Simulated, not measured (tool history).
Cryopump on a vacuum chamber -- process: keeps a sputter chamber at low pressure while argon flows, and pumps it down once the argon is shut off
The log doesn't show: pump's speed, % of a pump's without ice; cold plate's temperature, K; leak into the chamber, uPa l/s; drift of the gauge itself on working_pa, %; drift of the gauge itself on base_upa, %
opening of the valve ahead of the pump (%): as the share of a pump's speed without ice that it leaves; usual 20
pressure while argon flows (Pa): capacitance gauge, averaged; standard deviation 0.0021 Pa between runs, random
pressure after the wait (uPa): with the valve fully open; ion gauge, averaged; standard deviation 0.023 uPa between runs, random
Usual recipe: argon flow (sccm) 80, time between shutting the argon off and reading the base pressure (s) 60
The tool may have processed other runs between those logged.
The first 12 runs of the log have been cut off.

run     day  argon flow (sccm)  time between shutting the argon off and reading the base pressure (s)  opening of the valve ahead of the pump (%)  hours of work since the pump was warmed up and emptied  hours of work since the cold head was overhauled  hours of work since the chamber's fittings were tightened  pressure while argon flows (Pa)  pressure after the wait (uPa)
 13   7.204                 80                                                                    187                                          20                                                      92                                               630                                                        118                           0.5246                           0.58
 14   8.021                 80                                                                     60                                          20                                                     107                                               645                                                        134                           0.5260                           0.87
 15   8.654                 80                                                                     60                                          20                                                     119                                               657                                                        146                           0.5246                           0.94
 16   9.000                 80                                                                    151                                          20                                                     126                                               664                                                        152                           0.5249                           0.61
 17   9.604                 80                                                                     60                                          35                                                     137                                               675                                                        164                           0.3055                           0.96
 18  10.112                 80                                                                     60                                          35                                                     147                                               685                                                        173                           0.3066                           0.98
 19  10.458                 80                                                                     60                                          35                                                     153                                               691                                                        180                           0.3070                           0.98
 20  10.871                 37                                                                     63                                          35                                                     161                                               699                                                        187                           0.1426                           0.93
 21  11.379                 37                                                                     63                                          35                                                     171                                               709                                                        197                           0.1445                           0.97
 22  11.950                 52                                                                     63                                          20                                                     181                                               719                                                        208                           0.3451                           0.96
 23  12.404                 52                                                                     63                                          20                                                     190                                               728                                                        216                           0.3458                           0.98
 24  13.121                 84                                                                     37                                          19                                                     203                                               741                                                        230                           0.5865                           1.29
 25  13.604                 84                                                                     37                                          19                                                     212                                               751                                                        239                           0.5856                           1.33
 26  14.200                 84                                                                     37                                          19                                                     224                                               762                                                        250                           0.5897                           1.34
 27  14.621                 84                                                                     37                                          19                                                     232                                               770                                                        258                           0.5891                           1.34
 28  15.083                 40                                                                     67                                          22                                                     240                                               778                                                        267                           0.2438                           1.04
 29  15.925                 40                                                                     67                                          22                                                     256                                               794                                                        283                           0.2454                           1.03
 30  16.292                 40                                                                    191                                          55                                                     263                                               801                                                        290                           0.1051                           0.75
 31  16.971                 40                                                                    191                                          55                                                     276                                               814                                                        302                           0.1055                           0.76
 32  17.417                 40                                                                    191                                          55                                                     284                                               822                                                        311                           0.1060                           0.80
 33  18.171                 40                                                                    286                                          34                                                     299                                               837                                                        325                           0.1651                           0.82
 34  18.871                 40                                                                    286                                          34                                                     312                                               850                                                        338                           0.1652                           0.81

What if the next run were any one of these 3? Each begins from the tool's condition after run 34:
  A  19.646                 40                                                                     84                                          34                                                     326                                               864                                                        353                                ?                              ?
  B  19.646                 91                                                                     60                                          15                                                     326                                               864                                                        353                                ?                              ?
  C  19.646                122                                                                    175                                          48                                                     326                                               864                                                        353                                ?                              ?

run  pressure while argon flows (Pa)  pressure after the wait (uPa)
  A                           0.1668                           1.12
  B                           0.8100                           1.22
  C                           0.3758                           0.91
What these runs would have given with no unlogged condition in the tool:
run  pressure while argon flows (Pa)  pressure after the wait (uPa)
  A                           0.1516                           0.61
  B                           0.7754                           0.72
  C                           0.3289                           0.41
